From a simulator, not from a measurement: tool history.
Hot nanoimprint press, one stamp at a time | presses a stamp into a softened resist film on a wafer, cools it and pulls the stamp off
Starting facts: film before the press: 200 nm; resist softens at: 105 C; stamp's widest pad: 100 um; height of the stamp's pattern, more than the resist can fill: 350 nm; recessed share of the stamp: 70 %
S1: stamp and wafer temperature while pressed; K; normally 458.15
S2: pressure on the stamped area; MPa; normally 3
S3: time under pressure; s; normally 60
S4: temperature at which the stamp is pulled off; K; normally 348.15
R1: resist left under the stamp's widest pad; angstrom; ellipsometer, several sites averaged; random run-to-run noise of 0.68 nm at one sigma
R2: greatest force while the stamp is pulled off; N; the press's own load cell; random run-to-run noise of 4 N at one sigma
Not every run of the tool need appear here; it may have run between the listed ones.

{"run": 1, "day": 0.0, "S1": 458.15, "S2": 3, "S3": 60, "S4": 348.15, "R1": 820, "R2": 236}
{"run": 2, "day": 2.917, "S1": 458.15, "S2": 3, "S3": 60, "S4": 348.15, "R1": 822, "R2": 246}
{"run": 3, "day": 5.979, "S1": 458.15, "S2": 3, "S3": 60, "S4": 348.15, "R1": 809, "R2": 264}
{"day": 6.825, "done": "stamp cleaned and given a new release coat"}
{"run": 4, "day": 8.967, "S1": 458.15, "S2": 3, "S3": 60, "S4": 348.15, "R1": 804, "R2": 204}
{"run": 5, "day": 11.883, "S1": 458.15, "S2": 3, "S3": 60, "S4": 348.15, "R1": 806, "R2": 209}
{"run": 6, "day": 13.746, "S1": 458.15, "S2": 3, "S3": 60, "S4": 348.15, "R1": 816, "R2": 213}
{"run": 7, "day": 15.217, "S1": 458.15, "S2": 3, "S3": 60, "S4": 349.15, "R1": 796, "R2": 223}
{"run": 8, "day": 17.212, "S1": 458.15, "S2": 3, "S3": 60, "S4": 349.15, "R1": 784, "R2": 221}
{"run": 9, "day": 18.767, "S1": 458.15, "S2": 3, "S3": 60, "S4": 349.15, "R1": 801, "R2": 230}
{"day": 21.079, "done": "plate thermocouple calibrated"}
{"run": 10, "day": 21.721, "S1": 458.15, "S2": 3, "S3": 60, "S4": 348.15, "R1": 862, "R2": 242}
{"day": 23.1, "done": "press's hydraulic seals changed and the load cell set to zero"}
{"run": 11, "day": 24.654, "S1": 458.15, "S2": 2.2, "S3": 60, "S4": 348.15, "R1": 985, "R2": 256}
{"day": 26.675, "done": "stamp cleaned and given a new release coat"}
{"run": 12, "day": 27.658, "S1": 458.15, "S2": 2.2, "S3": 60, "S4": 348.15, "R1": 987, "R2": 199}
{"run": 13, "day": 29.788, "S1": 461.15, "S2": 3, "S3": 60, "S4": 348.15, "R1": 741, "R2": 215}
{"run": 14, "day": 32.579, "S1": 465.15, "S2": 3, "S3": 60, "S4": 348.15, "R1": 631, "R2": 213}
{"run": 15, "day": 34.179, "S1": 465.15, "S2": 3, "S3": 60, "S4": 351.15, "R1": 625, "R2": 214}
{"run": 16, "day": 36.446, "S1": 465.15, "S2": 3, "S3": 60, "S4": 351.15, "R1": 635, "R2": 230}
{"run": 17, "day": 39.346, "S1": 458.15, "S2": 2.1, "S3": 95, "S4": 348.15, "R1": 856, "R2": 242}
{"run": 18, "day": 41.921, "S1": 458.15, "S2": 2.3, "S3": 60, "S4": 338.15, "R1": 945, "R2": 262}
{"run": 19, "day": 44.121, "S1": 458.15, "S2": 2.3, "S3": 60, "S4": 338.15, "R1": 936, "R2": 267}
{"day": 46.175, "done": "stamp cleaned and given a new release coat"}
{"run": 20, "day": 46.821, "S1": 458.15, "S2": 4.49, "S3": 51, "S4": 338.15, "R1": 685, "R2": 210}
{"run": 21, "day": 48.15, "S1": 458.15, "S2": 4.49, "S3": 51, "S4": 338.15, "R1": 666, "R2": 211}
{"run": 22, "day": 50.617, "S1": 458.15, "S2": 4.49, "S3": 51, "S4": 338.15, "R1": 677, "R2": 227}
{"run": 23, "day": 53.567, "S1": 449.15, "S2": 2.05, "S3": 60, "S4": 339.15, "R1": 1343, "R2": 233}
{"run": 24, "day": 55.121, "S1": 449.15, "S2": 2.05, "S3": 60, "S4": 339.15, "R1": 1352, "R2": 232}
{"run": 25, "day": 56.592, "S1": 449.15, "S2": 2.05, "S3": 60, "S4": 339.15, "R1": 1354, "R2": 244}
{"run": 26, "day": 59.304, "S1": 458.15, "S2": 3, "S3": 60, "S4": 355.15, "R1": 799, "R2": 231}

Run 27, settings as shown, results not yet in. Your forecast:
{"run": 27, "day": 61.588, "S1": 453.15, "S2": 3, "S3": 85, "S4": 339.15, "R1": "?", "R2": "?"}

Run 27 gave R1 854 angstrom, R2 252 N.
Take away the tool's hidden state, keep the run-to-run variation as it was, and the same run would have given R1 910 angstrom, R2 198 N.
